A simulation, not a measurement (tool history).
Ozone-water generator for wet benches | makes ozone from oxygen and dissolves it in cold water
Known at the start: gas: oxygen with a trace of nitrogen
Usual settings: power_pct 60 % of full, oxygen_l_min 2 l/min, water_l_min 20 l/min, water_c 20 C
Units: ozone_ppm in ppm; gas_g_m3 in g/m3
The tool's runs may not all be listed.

| run | hour | power_pct | oxygen_l_min | water_l_min | water_c | ozone_ppm | gas_g_m3 |
|---|---|---|---|---|---|---|---|
| 1 | 0 | 60 | 2 | 20 | 20 | 7.7 | 127.5 |
| 2 | 78 | 60 | 2 | 20 | 20 | 7.6 | 126.7 |
| 3 | 187.7 | 60 | 2 | 20 | 20 | 7.6 | 127.5 |
| 4 | 306.2 | 60 | 2 | 20 | 20 | 7.6 | 125.2 |
| 5 | 417.8 | 60 | 2 | 20 | 20 | 7.5 | 126.4 |
| 6 | 502.9 | 60 | 2 | 20 | 20 | 7.6 | 125.3 |
| 7 | 592.8 | 60 | 2 | 20 | 24 | 7.3 | 124.7 |
|  | 601.1 | water thermometer calibrated |
| 8 | 729.9 | 60 | 2 | 20 | 24 | 7.1 | 124.8 |
| 9 | 790.7 | 60 | 3.39 | 20 | 20 | 8.7 | 99.3 |
| 10 | 897 | 60 | 3.39 | 20 | 24 | 8.2 | 100.5 |
| 11 | 959.7 | 60 | 2 | 20 | 16 | 7.6 | 124.7 |
| 12 | 1063.8 | 99 | 2.52 | 26 | 19 | 9.1 | 166.1 |
| 13 | 1131.2 | 99 | 2.52 | 26 | 19 | 8.9 | 163.7 |
| 14 | 1228.2 | 60 | 2.12 | 20 | 20 | 7.6 | 120.7 |
|  | 1320.8 | water thermometer calibrated, once more |
| 15 | 1359.6 | 95 | 2 | 20 | 20 | 10.5 | 175.6 |
| 16 | 1462.3 | 95 | 1.06 | 26 | 20 | 6 | 231.7 |
| 17 | 1522.5 | 69 | 1.06 | 26 | 20 | 4.7 | 181 |

Forecast each of these 5 alternatives for the next run:
| A | 1622.6 | 69 | 2 | 15 | 26 | ? | ? |
| B | 1622.6 | 69 | 1.54 | 13 | 15 | ? | ? |
| C | 1622.6 | 85 | 1.11 | 20 | 20 | ? | ? |
| D | 1622.6 | 91 | 2 | 17 | 26 | ? | ? |
| E | 1622.6 | 86 | 2 | 20 | 18 | ? | ? |

| run | ozone_ppm | gas_g_m3 |
|---|---|---|
| A | 10 | 136 |
| B | 11.9 | 151.5 |
| C | 7.7 | 207.6 |
| D | 11.1 | 168.3 |
| E | 9.9 | 161.2 |
Without the tool's hidden state the same runs would have given:
| run | ozone_ppm | gas_g_m3 |
|---|---|---|
| A | 11.6 | 155.3 |
| B | 13.7 | 173.1 |
| C | 9.1 | 242.6 |
| D | 13.2 | 198.3 |
| E | 11.8 | 188.7 |

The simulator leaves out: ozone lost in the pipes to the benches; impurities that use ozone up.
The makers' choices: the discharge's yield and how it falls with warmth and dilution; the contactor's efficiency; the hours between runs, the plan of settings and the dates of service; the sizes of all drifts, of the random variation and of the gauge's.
